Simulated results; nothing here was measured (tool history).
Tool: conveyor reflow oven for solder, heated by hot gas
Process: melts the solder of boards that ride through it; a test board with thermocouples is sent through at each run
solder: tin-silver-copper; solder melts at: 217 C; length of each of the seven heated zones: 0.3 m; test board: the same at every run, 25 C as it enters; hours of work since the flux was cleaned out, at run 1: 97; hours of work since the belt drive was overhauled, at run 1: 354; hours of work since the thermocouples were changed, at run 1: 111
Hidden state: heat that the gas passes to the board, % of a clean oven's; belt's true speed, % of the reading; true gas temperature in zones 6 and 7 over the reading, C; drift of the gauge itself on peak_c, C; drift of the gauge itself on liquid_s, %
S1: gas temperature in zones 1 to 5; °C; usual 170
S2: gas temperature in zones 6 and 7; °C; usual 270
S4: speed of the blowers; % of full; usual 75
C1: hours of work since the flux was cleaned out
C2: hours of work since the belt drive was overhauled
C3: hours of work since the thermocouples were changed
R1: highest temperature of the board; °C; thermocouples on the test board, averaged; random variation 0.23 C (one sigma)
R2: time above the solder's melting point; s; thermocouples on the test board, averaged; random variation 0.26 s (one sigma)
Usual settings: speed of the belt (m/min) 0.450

run 1 hour=0.0 | S1=170 S2=270 speed_of_the_belt_(m/min)=0.450 S4=75 | C1=97 C2=354 C3=111 | R1=247.4 R2=52.7
run 2 hour=30.2 | S1=170 S2=270 speed_of_the_belt_(m/min)=0.450 S4=75 | C1=112 C2=369 C3=126 | R1=247.2 R2=52.1
run 3 hour=59.0 | S1=170 S2=270 speed_of_the_belt_(m/min)=0.450 S4=75 | C1=126 C2=383 C3=140 | R1=246.7 R2=52.6
run 4 hour=79.5 | S1=170 S2=270 speed_of_the_belt_(m/min)=0.450 S4=75 | C1=136 C2=393 C3=150 | R1=247.0 R2=51.3
run 5 hour=101.3 | S1=170 S2=270 speed_of_the_belt_(m/min)=0.450 S4=56 | C1=147 C2=404 C3=160 | R1=241.0 R2=45.2
-- hour=118.9 flux residue cleaned out of gas plates and filters
run 6 hour=120.3 | S1=170 S2=270 speed_of_the_belt_(m/min)=0.450 S4=75 | C1=1 C2=410 C3=167 | R1=248.4 R2=54.7
run 7 hour=150.1 | S1=170 S2=270 speed_of_the_belt_(m/min)=0.450 S4=75 | C1=15 C2=425 C3=182 | R1=248.9 R2=54.5
run 8 hour=164.8 | S1=170 S2=270 speed_of_the_belt_(m/min)=0.450 S4=75 | C1=22 C2=432 C3=189 | R1=248.7 R2=54.5
run 9 hour=194.4 | S1=170 S2=270 speed_of_the_belt_(m/min)=0.450 S4=75 | C1=37 C2=446 C3=203 | R1=248.4 R2=54.0
run 10 hour=223.3 | S1=170 S2=272 speed_of_the_belt_(m/min)=0.450 S4=75 | C1=51 C2=461 C3=217 | R1=249.6 R2=55.5
run 11 hour=247.5 | S1=170 S2=272 speed_of_the_belt_(m/min)=0.450 S4=75 | C1=63 C2=472 C3=229 | R1=249.5 R2=55.3
run 12 hour=274.7 | S1=170 S2=272 speed_of_the_belt_(m/min)=0.450 S4=75 | C1=76 C2=486 C3=242 | R1=249.4 R2=55.1
-- hour=280.6 belt drive overhauled, speed set with a stopwatch
run 13 hour=298.2 | S1=170 S2=272 speed_of_the_belt_(m/min)=0.450 S4=75 | C1=85 C2=9 C3=252 | R1=249.4 R2=55.7
run 14 hour=315.1 | S1=170 S2=272 speed_of_the_belt_(m/min)=0.450 S4=75 | C1=94 C2=17 C3=260 | R1=249.3 R2=54.6
run 15 hour=332.6 | S1=170 S2=272 speed_of_the_belt_(m/min)=0.450 S4=75 | C1=102 C2=25 C3=269 | R1=249.6 R2=55.1
-- hour=354.6 belt drive overhauled, speed set with a stopwatch, once more
run 16 hour=362.4 | S1=170 S2=272 speed_of_the_belt_(m/min)=0.450 S4=76 | C1=115 C2=4 C3=281 | R1=248.8 R2=53.4
run 17 hour=386.3 | S1=159 S2=277 speed_of_the_belt_(m/min)=0.442 S4=54 | C1=126 C2=15 C3=293 | R1=243.6 R2=44.9
run 18 hour=401.3 | S1=159 S2=277 speed_of_the_belt_(m/min)=0.442 S4=54 | C1=134 C2=23 C3=300 | R1=243.0 R2=44.5
run 19 hour=419.3 | S1=159 S2=277 speed_of_the_belt_(m/min)=0.442 S4=54 | C1=142 C2=32 C3=309 | R1=243.4 R2=44.6
-- hour=445.4 flux residue cleaned out of gas plates and filters
run 20 hour=445.4 | S1=174 S2=270 speed_of_the_belt_(m/min)=0.450 S4=75 | C1=0 C2=42 C3=319 | R1=249.0 R2=56.1
run 21 hour=474.7 | S1=174 S2=270 speed_of_the_belt_(m/min)=0.450 S4=75 | C1=14 C2=56 C3=334 | R1=249.5 R2=55.9
run 22 hour=497.3 | S1=174 S2=270 speed_of_the_belt_(m/min)=0.450 S4=75 | C1=25 C2=67 C3=345 | R1=249.4 R2=56.3

Run 23 comes next. What will it give?
run 23 hour=525.5 | S1=156 S2=278 speed_of_the_belt_(m/min)=0.430 S4=75 | C1=39 C2=81 C3=358 | R1=? R2=?

R1: 254.0 °C
R2: 56.4 s
Without the tool's hidden state the same run would have given R1 253.9 °C, R2 56.5 s.
